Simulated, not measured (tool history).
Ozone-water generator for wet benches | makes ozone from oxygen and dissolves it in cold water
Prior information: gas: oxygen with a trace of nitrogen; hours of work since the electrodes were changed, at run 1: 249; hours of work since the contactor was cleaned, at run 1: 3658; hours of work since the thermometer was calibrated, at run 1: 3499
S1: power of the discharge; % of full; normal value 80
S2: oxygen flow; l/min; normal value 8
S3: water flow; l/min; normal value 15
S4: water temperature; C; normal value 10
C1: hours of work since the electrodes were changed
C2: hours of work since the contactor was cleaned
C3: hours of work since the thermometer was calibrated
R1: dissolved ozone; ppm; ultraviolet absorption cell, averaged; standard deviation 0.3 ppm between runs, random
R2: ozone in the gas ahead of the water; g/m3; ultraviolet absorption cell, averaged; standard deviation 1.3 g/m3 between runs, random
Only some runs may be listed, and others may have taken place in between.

run	day	S1	S2	S3	S4	C1	C2	C3	R1	R2
1	0	80	8	15	10	249	3658	3499	46	241.7
2	0.521	59	8	15	10	261	3670	3511	37.2	197.3
3	1.629	59	8	15	10	287	3696	3537	37.6	195.4
4	2.775	59	8	15	10	314	3723	3564	37.7	197.5
5	3.567	59	8	15	10	333	3742	3583	37.5	195
6	4.271	83	8	15	10	349	3758	3600	47.4	249.1
7	4.954	83	8	15	10	366	3774	3616	47.9	248.7
8	5.65	83	8	15	10	382	3791	3632	48.2	248.5
9	6.204	80	8	15	9	395	3804	3645	47	241.5
10	7.138	80	8	15	9	417	3826	3667	46.5	242.3
11	7.9	80	8	15	9	435	3844	3685	47.1	243.6
12	8.846	80	8	15	16	457	3866	3708	41.2	242.2
13	9.883	80	8	15	16	482	3891	3732	41.2	242.5
14	10.904	80	6.69	15	10	506	3915	3756	47.7	270
15	11.6	80	8	15	10	522	3931	3773	45.9	242.2
16	12.254	80	8	15	10	538	3947	3788	46	244.1
17	13.192	80	8	15	10	560	3969	3810	46.1	242.5
18	14.012	80	8	15	10	579	3988	3830	45.6	243.7
19	14.692	50	5.33	12	17	595	4004	3846	36	224.9
20	15.471	54	8	15	16	614	4023	3864	31.6	182.1
21	16.138	54	8	15	16	630	4039	3880	31.2	183.4
22	17.138	80	6.73	13	8	653	4062	3904	54.2	268.8
23	17.912	50	7.73	24	7	671	4080	3922	25.1	178.2
24	18.967	50	7.73	24	9	696	4105	3947	24.3	176.6
25	20.162	97	8	15	6	725	4134	3975	56.8	279.7
26	21.296	97	8	15	6	751	4160	4002	57.4	275.9
27	21.838	97	8	15	6	764	4173	4014	57.1	275.4
28	22.546	80	5.58	15	6	781	4190	4031	51.1	301.9
29	23.508	80	5.58	15	6	804	4213	4054	51	301.8
30	24.225	80	4.25	15	6	820	4229	4071	52.2	360.3
31	25.021	59	4.09	18	6	839	4248	4090	35.9	296.6
32	26.058	59	4.09	18	6	864	4273	4114	36.2	296.7

Some steps in R1 between neighbouring runs. How much of each would the tool show without its hidden state too (settings, what came in, random variation), and how much is left for the hidden state, with any gauge scatter that isn't in both results?
Hidden conditions of the tool in this case: yield of the discharge, % of new electrodes'; contactor's efficiency, % of a clean one's; true water temperature over the reading, C; drift of the gauge itself on ozone_ppm, %; drift of the gauge itself on gas_g_m3, %.
Run 21 -> 22: S1 54 -> 80, S2 8 -> 6.73, S3 15 -> 13, S4 16 -> 8. R1 +23 ppm: hidden state -0.6, all else +23.6.
Run 22 -> 23: S1 80 -> 50, S2 6.73 -> 7.73, S3 13 -> 24, S4 8 -> 7. R1 -29.1 ppm: hidden state +0.7, all else -29.8.
Run 24 -> 25: S1 50 -> 97, S2 7.73 -> 8, S3 24 -> 15, S4 9 -> 6. R1 +32.5 ppm: hidden state -0.8, all else +33.3.

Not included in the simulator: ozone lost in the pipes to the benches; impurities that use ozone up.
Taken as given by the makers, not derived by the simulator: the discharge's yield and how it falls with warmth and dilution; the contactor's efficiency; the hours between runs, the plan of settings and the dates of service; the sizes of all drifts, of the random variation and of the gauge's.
